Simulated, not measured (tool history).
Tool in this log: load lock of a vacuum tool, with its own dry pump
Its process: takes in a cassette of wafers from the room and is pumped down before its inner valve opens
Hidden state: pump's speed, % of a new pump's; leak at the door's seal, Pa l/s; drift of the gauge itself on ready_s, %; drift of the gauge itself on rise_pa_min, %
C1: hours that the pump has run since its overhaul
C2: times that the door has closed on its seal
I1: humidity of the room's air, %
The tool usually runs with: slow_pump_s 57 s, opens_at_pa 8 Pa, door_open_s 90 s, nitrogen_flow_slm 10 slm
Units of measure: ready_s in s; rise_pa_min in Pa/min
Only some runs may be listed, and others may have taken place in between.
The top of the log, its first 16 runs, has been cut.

run 17 hour=1968.2 | slow_pump_s=57 opens_at_pa=8 door_open_s=90 nitrogen_flow_slm=10 | C1=4886 C2=24023 | I1=45.2 | ready_s=131.4 rise_pa_min=0.113
run 18 hour=2093.5 | slow_pump_s=57 opens_at_pa=8 door_open_s=90 nitrogen_flow_slm=10 | C1=5012 C2=24477 | I1=45.1 | ready_s=132.9 rise_pa_min=0.113
run 19 hour=2173.6 | slow_pump_s=94 opens_at_pa=8 door_open_s=90 nitrogen_flow_slm=10 | C1=5092 C2=24767 | I1=45.1 | ready_s=157.6 rise_pa_min=0.115
run 20 hour=2245.4 | slow_pump_s=57 opens_at_pa=8 door_open_s=83 nitrogen_flow_slm=10 | C1=5164 C2=25026 | I1=44.5 | ready_s=133.0 rise_pa_min=0.113
run 21 hour=2409.2 | slow_pump_s=38 opens_at_pa=9 door_open_s=166 nitrogen_flow_slm=5 | C1=5327 C2=25619 | I1=43.5 | ready_s=120.8 rise_pa_min=0.167
run 22 hour=2504.7 | slow_pump_s=38 opens_at_pa=9 door_open_s=166 nitrogen_flow_slm=5 | C1=5423 C2=25965 | I1=42.9 | ready_s=118.6 rise_pa_min=0.168
run 23 hour=2630.8 | slow_pump_s=38 opens_at_pa=9 door_open_s=166 nitrogen_flow_slm=5 | C1=5549 C2=26421 | I1=43.8 | ready_s=118.9 rise_pa_min=0.165
run 24 hour=2785.1 | slow_pump_s=57 opens_at_pa=10 door_open_s=90 nitrogen_flow_slm=11 | C1=5703 C2=26979 | I1=48.0 | ready_s=132.1 rise_pa_min=0.127

Forecast run 25:
run 25 hour=2863.7 | slow_pump_s=57 opens_at_pa=10 door_open_s=90 nitrogen_flow_slm=11 | C1=5782 C2=27264 | I1=40.3 | ready_s=? rise_pa_min=?

ready_s: 132.5 s
rise_pa_min: 0.119 Pa/min
Take away the tool's hidden state, keep the run-to-run variation as it was, and the same run would have given ready_s 123.1 s, rise_pa_min 0.044 Pa/min.

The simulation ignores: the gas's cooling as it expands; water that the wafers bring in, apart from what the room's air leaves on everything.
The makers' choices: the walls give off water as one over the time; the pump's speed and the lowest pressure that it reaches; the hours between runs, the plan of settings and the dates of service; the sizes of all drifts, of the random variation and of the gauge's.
